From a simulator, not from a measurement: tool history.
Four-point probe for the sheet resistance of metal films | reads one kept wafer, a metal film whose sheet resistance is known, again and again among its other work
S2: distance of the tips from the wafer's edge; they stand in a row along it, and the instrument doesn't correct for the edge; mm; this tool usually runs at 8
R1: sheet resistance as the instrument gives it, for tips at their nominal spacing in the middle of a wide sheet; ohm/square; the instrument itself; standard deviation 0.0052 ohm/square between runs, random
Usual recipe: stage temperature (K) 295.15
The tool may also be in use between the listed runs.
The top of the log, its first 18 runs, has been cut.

run 19 day=49.596 | stage_temperature_(K)=295.15 S2=24 | R1=25.987542
run 20 day=52.688 | stage_temperature_(K)=295.15 S2=24 | R1=25.995015
run 21 day=55.725 | stage_temperature_(K)=295.15 S2=8 | R1=26.188946
run 22 day=58.517 | stage_temperature_(K)=296.15 S2=8 | R1=26.185515
run 23 day=61.175 | stage_temperature_(K)=296.15 S2=8 | R1=26.182821
run 24 day=63.254 | stage_temperature_(K)=294.15 S2=57 | R1=26.016339
run 25 day=65.121 | stage_temperature_(K)=294.15 S2=57 | R1=26.023272
run 26 day=68.850 | stage_temperature_(K)=294.15 S2=57 | R1=26.032102
-- day=72.275 stage's thermometer calibrated
run 27 day=72.650 | stage_temperature_(K)=294.15 S2=57 | R1=26.033798
run 28 day=74.583 | stage_temperature_(K)=306.15 S2=14 | R1=25.847143
run 29 day=76.775 | stage_temperature_(K)=307.15 S2=30 | R1=25.774808
run 30 day=80.062 | stage_temperature_(K)=305.15 S2=9 | R1=25.971430
run 31 day=83.633 | stage_temperature_(K)=301.15 S2=23 | R1=25.924092
run 32 day=86.138 | stage_temperature_(K)=295.15 S2=17 | R1=26.079921
run 33 day=89.762 | stage_temperature_(K)=300.15 S2=44 | R1=25.936239
run 34 day=92.904 | stage_temperature_(K)=302.15 S2=8 | R1=26.116655
run 35 day=95.954 | stage_temperature_(K)=302.15 S2=8 | R1=26.125055
run 36 day=98.358 | stage_temperature_(K)=302.15 S2=72 | R1=25.908112
run 37 day=102.183 | stage_temperature_(K)=292.15 S2=37 | R1=26.150411
run 38 day=104.012 | stage_temperature_(K)=292.15 S2=37 | R1=26.138433
run 39 day=106.296 | stage_temperature_(K)=292.15 S2=37 | R1=26.156176
run 40 day=109.796 | stage_temperature_(K)=298.15 S2=17 | R1=26.069538
run 41 day=111.512 | stage_temperature_(K)=298.15 S2=17 | R1=26.061806
run 42 day=114.254 | stage_temperature_(K)=301.15 S2=28 | R1=25.986188

Run 43 is up next; what results do you expect?
run 43 day=117.138 | stage_temperature_(K)=301.15 S2=28 | R1=?

R1: 25.983819 ohm/square
Were there no unlogged condition in the tool, this run, its random variation unchanged, would have produced R1 25.591597 ohm/square.
